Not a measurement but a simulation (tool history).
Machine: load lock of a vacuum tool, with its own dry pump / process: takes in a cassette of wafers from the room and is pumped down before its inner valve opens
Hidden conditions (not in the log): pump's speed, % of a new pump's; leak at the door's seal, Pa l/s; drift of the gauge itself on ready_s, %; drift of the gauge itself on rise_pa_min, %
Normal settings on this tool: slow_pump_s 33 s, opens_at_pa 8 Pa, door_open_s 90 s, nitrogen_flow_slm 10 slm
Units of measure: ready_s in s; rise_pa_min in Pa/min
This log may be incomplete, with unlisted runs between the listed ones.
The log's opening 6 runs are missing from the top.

run    hour  slow_pump_s  opens_at_pa  door_open_s  nitrogen_flow_slm  hours that the pump has run since its overhaul  times that the door has closed on its seal  incoming humidity of the room's air, %  ready_s  rise_pa_min
  7   556.3           33            8           90                 10                                            4542                                        5642                                    48.3     43.0        0.094
  8   647.1           30            8           90                 10                                            4633                                        5780                                    42.2     40.4        0.085
  9   777.7           33            8           90                 37                                            4763                                        5979                                    43.4     43.3        0.056
 10   870.0           33            8           90                 10                                            4856                                        6119                                    42.8     43.3        0.086
 11   935.5           33            8           90                 10                                            4921                                        6219                                    41.6     43.4        0.083
 12  1031.7           33           13           90                 10                                            5017                                        6365                                    44.2     42.6        0.087
 13  1126.3           33           13           90                 10                                            5112                                        6509                                    44.0     42.2        0.086
 14  1206.0           33           12           90                 10                                            5192                                        6631                                    46.3     42.5        0.090
 15  1286.6           33            8          118                 10                                            5272                                        6753                                    44.7     43.7        0.105
 16  1353.9           33            8           90                 10                                            5339                                        6855                                    45.9     43.2        0.094
 17  1448.0           33            8           90                 10                                            5434                                        6999                                    44.1     43.0        0.091
 18  1534.4           33            8           90                 10                                            5520                                        7130                                    45.9     43.2        0.091
 19  1639.9           33            8           90                 10                                            5625                                        7291                                    44.8     43.2        0.088
 20  1734.5           33            8           90                 10                                            5720                                        7435                                    47.0     43.2        0.093
 21  1820.6           57            7          175                 10                                            5806                                        7565                                    45.5     65.7        0.123
 22  1937.2           25            9           40                 10                                            5923                                        7743                                    43.7     35.6        0.068
 23  2019.9           25            9           40                 10                                            6005                                        7869                                    46.9     35.7        0.067
 24  2090.4           33           11           80                 10                                            6076                                        7976                                    45.3     43.2        0.087
 25  2169.4           41           11           26                 26                                            6155                                        8096                                    45.3     50.0        0.039
 26  2276.8           41           11           26                 26                                            6262                                        8260                                    50.9     50.2        0.042
 27  2362.5           54            8           53                 26                                            6348                                        8390                                    47.0     62.5        0.054
 28  2420.2           54            8          164                 34                                            6406                                        8478                                    47.3     62.3        0.076

Forecast run 29:
 29  2475.7           54            8          164                 34                                            6461                                        8562                                    46.4        ?            ?

{"run 29": {"ready_s": 62.6, "rise_pa_min": 0.076}}
Take away the tool's hidden state, keep the run-to-run variation as it was, and the same run would have given ready_s 62.6 s, rise_pa_min 0.075 Pa/min.
